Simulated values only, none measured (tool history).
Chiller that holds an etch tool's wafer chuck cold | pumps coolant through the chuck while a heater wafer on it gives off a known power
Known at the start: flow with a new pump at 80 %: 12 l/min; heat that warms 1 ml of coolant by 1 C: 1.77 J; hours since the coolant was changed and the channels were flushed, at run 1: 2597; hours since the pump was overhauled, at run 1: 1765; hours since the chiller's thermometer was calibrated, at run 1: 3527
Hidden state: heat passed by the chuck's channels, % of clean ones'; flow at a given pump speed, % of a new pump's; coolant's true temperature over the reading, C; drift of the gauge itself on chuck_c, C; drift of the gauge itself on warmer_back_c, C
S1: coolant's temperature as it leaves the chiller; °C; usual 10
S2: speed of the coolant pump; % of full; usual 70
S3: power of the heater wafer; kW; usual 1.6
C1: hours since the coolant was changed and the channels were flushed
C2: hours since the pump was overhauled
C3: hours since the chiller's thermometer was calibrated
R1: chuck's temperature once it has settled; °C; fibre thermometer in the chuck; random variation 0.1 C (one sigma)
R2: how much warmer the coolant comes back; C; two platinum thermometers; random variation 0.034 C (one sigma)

run 1 hour=0 | S1=10 S2=70 S3=1.6 | C1=2597 C2=1765 C3=3527 | R1=32.5 R2=5.33
run 2 hour=38 | S1=10 S2=70 S3=0.895 | C1=2635 C2=1803 C3=3565 | R1=22.7 R2=2.99
run 3 hour=59.7 | S1=10 S2=62 S3=1.6 | C1=2657 C2=1825 C3=3587 | R1=33.8 R2=6.11
run 4 hour=98.5 | S1=10 S2=62 S3=1.6 | C1=2696 C2=1864 C3=3626 | R1=33.9 R2=6.07
run 5 hour=126.9 | S1=10 S2=62 S3=1.6 | C1=2724 C2=1892 C3=3654 | R1=33.8 R2=6.09
run 6 hour=156 | S1=10 S2=62 S3=0.835 | C1=2753 C2=1921 C3=3683 | R1=22.7 R2=3.2
run 7 hour=202.3 | S1=10 S2=62 S3=0.835 | C1=2800 C2=1967 C3=3730 | R1=22.5 R2=3.17
run 8 hour=231.1 | S1=10 S2=62 S3=0.951 | C1=2829 C2=1996 C3=3759 | R1=24.4 R2=3.64
run 9 hour=252.9 | S1=10 S2=70 S3=1.6 | C1=2850 C2=2018 C3=3780 | R1=32.5 R2=5.4
run 10 hour=298.8 | S1=10 S2=70 S3=1.6 | C1=2896 C2=2064 C3=3826 | R1=32.5 R2=5.34
run 11 hour=332.2 | S1=10 S2=70 S3=1.6 | C1=2930 C2=2097 C3=3860 | R1=32.7 R2=5.36
run 12 hour=354.8 | S1=6 S2=70 S3=2.026 | C1=2952 C2=2120 C3=3882 | R1=34.6 R2=6.81
run 13 hour=389.2 | S1=17 S2=96 S3=2.026 | C1=2987 C2=2154 C3=3917 | R1=41.6 R2=4.9
run 14 hour=424.2 | S1=16 S2=70 S3=1.742 | C1=3022 C2=2189 C3=3952 | R1=40.9 R2=5.84
run 15 hour=450.8 | S1=7 S2=91 S3=1.124 | C1=3048 C2=2216 C3=3978 | R1=21.2 R2=2.86
run 16 hour=475.6 | S1=10 S2=79 S3=1.024 | C1=3073 C2=2241 C3=4003 | R1=23.9 R2=3.01
run 17 hour=521.5 | S1=10 S2=88 S3=1.024 | C1=3119 C2=2286 C3=4049 | R1=23.2 R2=2.7
run 18 hour=548.1 | S1=10 S2=88 S3=1.024 | C1=3146 C2=2313 C3=4076 | R1=23.2 R2=2.74
run 19 hour=581.1 | S1=14 S2=75 S3=1.6 | C1=3179 C2=2346 C3=4109 | R1=36 R2=5.01

The same runs without the tool's hidden state, with the same run-to-run variation:
run=1 R1=30.5 R2=5.19
run=2 R1=21.4 R2=2.91
run=3 R1=31.6 R2=5.95
run=4 R1=31.7 R2=5.9
run=5 R1=31.6 R2=5.92
run=6 R1=21.3 R2=3.11
run=7 R1=21.1 R2=3.08
run=8 R1=22.8 R2=3.53
run=9 R1=30.2 R2=5.23
run=10 R1=30.2 R2=5.17
run=11 R1=30.4 R2=5.19
run=12 R1=31.7 R2=6.59
run=13 R1=39 R2=4.74
run=14 R1=38.3 R2=5.64
run=15 R1=19.6 R2=2.77
run=16 R1=22.3 R2=2.91
run=17 R1=21.7 R2=2.6
run=18 R1=21.6 R2=2.64
run=19 R1=33.6 R2=4.83

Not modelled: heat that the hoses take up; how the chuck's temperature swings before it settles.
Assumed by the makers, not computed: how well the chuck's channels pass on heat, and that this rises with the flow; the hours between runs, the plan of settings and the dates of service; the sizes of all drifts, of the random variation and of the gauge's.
